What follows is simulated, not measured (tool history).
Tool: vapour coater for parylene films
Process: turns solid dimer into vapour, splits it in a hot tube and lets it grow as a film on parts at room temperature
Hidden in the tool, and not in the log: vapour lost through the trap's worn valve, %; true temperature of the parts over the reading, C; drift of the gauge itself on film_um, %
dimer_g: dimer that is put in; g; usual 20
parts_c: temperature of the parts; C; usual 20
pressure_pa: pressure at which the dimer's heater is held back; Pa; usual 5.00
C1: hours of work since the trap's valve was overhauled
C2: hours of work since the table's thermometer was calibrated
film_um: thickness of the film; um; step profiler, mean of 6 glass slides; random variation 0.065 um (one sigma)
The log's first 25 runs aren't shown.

run 26 hour=1423.5 | dimer_g=12 parts_c=25 pressure_pa=6.55 | C1=339 C2=93 | film_um=5.10
run 27 hour=1478.5 | dimer_g=12 parts_c=25 pressure_pa=6.55 | C1=368 C2=122 | film_um=5.11
run 28 hour=1544.9 | dimer_g=19 parts_c=13 pressure_pa=3.06 | C1=403 C2=157 | film_um=12.80
-- hour=1623.7 table's thermometer calibrated, once more
run 29 hour=1625.1 | dimer_g=19 parts_c=13 pressure_pa=3.06 | C1=444 C2=1 | film_um=12.62
run 30 hour=1675.7 | dimer_g=20 parts_c=16 pressure_pa=5.00 | C1=471 C2=27 | film_um=12.73
run 31 hour=1720.2 | dimer_g=29 parts_c=16 pressure_pa=2.78 | C1=494 C2=51 | film_um=18.94
run 32 hour=1771.4 | dimer_g=29 parts_c=16 pressure_pa=2.78 | C1=521 C2=78 | film_um=18.90
-- hour=1811.9 trap's valve overhauled
run 33 hour=1818.7 | dimer_g=29 parts_c=16 pressure_pa=2.78 | C1=4 C2=100 | film_um=21.28
run 34 hour=1889.4 | dimer_g=13 parts_c=19 pressure_pa=5.00 | C1=41 C2=137 | film_um=7.98
run 35 hour=1926.1 | dimer_g=20 parts_c=16 pressure_pa=3.19 | C1=60 C2=157 | film_um=14.51

4 ways to go on from here, each from the tool as it stands after run 35. What would each give?
run A hour=1981.3 | dimer_g=20 parts_c=25 pressure_pa=5.00 | C1=89 C2=186 | film_um=?
run B hour=1981.3 | dimer_g=20 parts_c=23 pressure_pa=4.08 | C1=89 C2=186 | film_um=?
run C hour=1981.3 | dimer_g=20 parts_c=16 pressure_pa=3.19 | C1=89 C2=186 | film_um=?
run D hour=1981.3 | dimer_g=16 parts_c=16 pressure_pa=3.19 | C1=89 C2=186 | film_um=?

run=A film_um=9.51
run=B film_um=10.85
run=C film_um=14.52
run=D film_um=11.63
Without the tool's hidden state the same runs would have given:
run=A film_um=9.77
run=B film_um=11.15
run=C film_um=14.93
run=D film_um=11.97
